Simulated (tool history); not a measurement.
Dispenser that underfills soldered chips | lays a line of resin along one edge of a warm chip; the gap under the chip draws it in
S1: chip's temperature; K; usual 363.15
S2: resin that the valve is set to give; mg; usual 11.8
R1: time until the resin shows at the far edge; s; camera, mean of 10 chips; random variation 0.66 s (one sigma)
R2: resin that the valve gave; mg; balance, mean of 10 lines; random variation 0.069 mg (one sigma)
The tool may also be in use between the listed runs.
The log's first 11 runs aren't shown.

run    day      S1    S2     R1     R2
     1.825  -- new syringe of resin
 12  1.838  363.15  11.8   60.3   11.1
 13  2.012  363.15  11.8   77.4  10.95
     2.179  -- dispensing valve cleaned and set on the balance
 14  2.208  363.15  11.8   99.2  11.88
 15  2.362  363.15  11.8  123.8  11.84
     2.483  -- new syringe of resin
 16  2.646  363.15  11.8   75.2  11.85
 17  2.888  363.15  11.8  109.2  11.75
 18  3.012  363.15  11.8  132.1   11.8
     3.112  -- new syringe of resin
 19  3.171  363.15  11.8   64.7  11.71
 20  3.342  359.15  13.9    100  13.91
 21  3.475  363.15  15.2  100.8  15.04
     3.733  -- new syringe of resin
 22  3.775  351.15  11.1  107.1  10.78
 23   3.95  365.15  10.5   78.8  10.34
 24  4.121  365.15  10.5   99.9  10.41
 25  4.271  365.15  10.5  125.9  10.39
     4.346  -- new syringe of resin
 26  4.462  363.15  14.7   68.8   14.5
 27  4.646  351.15  11.8  159.7  11.55
 28    4.8  351.15  11.8  201.9  11.58
     4.971  -- new syringe of resin
 29  5.071  356.15  12.9   94.2  12.56
 30  5.208  349.15    13  156.8  12.67
 31  5.362  372.15  13.8     73   13.5

Forecast run 32:
     5.596  -- new syringe of resin
 32  5.633  356.15  12.8   ?   ?

{"run 32": {"R1": 86.9, "R2": 12.5}}
Without the tool's hidden state the same run would have given R1 79 s, R2 12.85 mg.
